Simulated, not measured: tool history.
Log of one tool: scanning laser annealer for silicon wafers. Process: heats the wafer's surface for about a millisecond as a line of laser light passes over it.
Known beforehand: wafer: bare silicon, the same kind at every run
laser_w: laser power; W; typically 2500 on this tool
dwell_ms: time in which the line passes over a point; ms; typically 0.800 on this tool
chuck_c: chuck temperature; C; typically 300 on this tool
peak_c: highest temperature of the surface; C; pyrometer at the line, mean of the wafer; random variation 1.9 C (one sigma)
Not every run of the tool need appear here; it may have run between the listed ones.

Run 1, hour 0.0: usual settings. Result: peak_c 1094 C.
Run 2, hour 25.6: usual settings. Result: peak_c 1090 C.
Run 3, hour 67.0: usual settings. Result: peak_c 1089 C.
Run 4, hour 98.8: usual settings. Result: peak_c 1089 C.
Run 5, hour 124.9: usual settings. Result: peak_c 1087 C.
Run 6, hour 159.7: usual settings. Result: peak_c 1092 C.
Run 7, hour 206.3: usual settings but laser_w 2573 W. Result: peak_c 1115 C.
Run 8, hour 246.8: usual settings but laser_w 2573 W. Result: peak_c 1113 C.
Run 9, hour 270.2: usual settings but dwell_ms 0.615 ms. Result: peak_c 993 C.
Run 10, hour 302.1: usual settings but dwell_ms 0.615 ms. Result: peak_c 993 C.
Run 11, hour 332.4: usual settings. Result: peak_c 1083 C.
Run 12, hour 370.3: usual settings. Result: peak_c 1084 C.
At hour 376.4: laser's power meter calibrated.
Run 13, hour 421.5: usual settings but chuck_c 267 C. Result: peak_c 1049 C.
Run 14, hour 451.9: usual settings but chuck_c 267 C. Result: peak_c 1051 C.
At hour 489.0: laser's power meter calibrated, once more.
Run 15, hour 495.3: usual settings but chuck_c 267 C. Result: peak_c 1042 C.
Run 16, hour 526.5: usual settings but chuck_c 267 C. Result: peak_c 1038 C.
Run 17, hour 563.2: usual settings but dwell_ms 0.818 ms. Result: peak_c 1080 C.
Run 18, hour 600.8: usual settings but chuck_c 289 C. Result: peak_c 1056 C.
Run 19, hour 627.2: usual settings but laser_w 2721 W, dwell_ms 0.583 ms, chuck_c 289 C. Result: peak_c 1017 C.
Run 20, hour 655.2: usual settings but laser_w 2150 W, dwell_ms 0.803 ms, chuck_c 289 C. Result: peak_c 935 C.
Run 21, hour 678.9: usual settings but laser_w 2317 W, dwell_ms 0.942 ms, chuck_c 282 C. Result: peak_c 1041 C.
Run 22, hour 719.6: usual settings but laser_w 2162 W, dwell_ms 0.984 ms, chuck_c 263 C. Result: peak_c 978 C.
Run 23, hour 743.7: usual settings but laser_w 2162 W, dwell_ms 0.984 ms, chuck_c 263 C. Result: peak_c 978 C.
Run 24, hour 764.7: usual settings but laser_w 2162 W, dwell_ms 0.952 ms. Result: peak_c 1001 C.
Run 25, hour 789.7: usual settings but laser_w 2326 W, dwell_ms 0.592 ms, chuck_c 290 C. Result: peak_c 898 C.
Run 26, hour 825.8: usual settings but dwell_ms 0.997 ms. Result: peak_c 1150 C.
Run 27, hour 847.1: usual settings but dwell_ms 0.997 ms. Result: peak_c 1151 C.
Run 28, hour 869.4: usual settings but laser_w 2242 W, dwell_ms 0.629 ms. Result: peak_c 899 C.
Run 29, hour 911.2: usual settings but laser_w 2309 W, dwell_ms 0.993 ms. Result: peak_c 1073 C.
Run 30, hour 958.4: usual settings but laser_w 2309 W, dwell_ms 0.993 ms. Result: peak_c 1067 C.
Run 31, hour 987.7: usual settings but laser_w 2309 W, dwell_ms 0.993 ms. Result: peak_c 1071 C.
Run 32, hour 1014.4: usual settings but laser_w 2297 W, dwell_ms 0.899 ms, chuck_c 321 C. Result: peak_c 1048 C.
At hour 1035.0: window over the wafer cleaned.
Run 33, hour 1047.9: usual settings but laser_w 2457 W, dwell_ms 0.974 ms. Result: peak_c 1165 C.
Run 34, hour 1071.9: usual settings but laser_w 2415 W, dwell_ms 0.607 ms, chuck_c 333 C. Result: peak_c 1007 C.
Run 35, hour 1113.3: usual settings but dwell_ms 0.600 ms, chuck_c 340 C. Result: peak_c 1037 C.

Run 36, settings as shown, results not yet in. Your forecast:
Run 36, hour 1133.7: usual settings but laser_w 2175 W, dwell_ms 0.794 ms. Result: peak_c ?.

{"run 36": {"peak_c": 975}}
On a tool with no hidden condition, and with the same random variation, this run would have come out at peak_c 989 C.
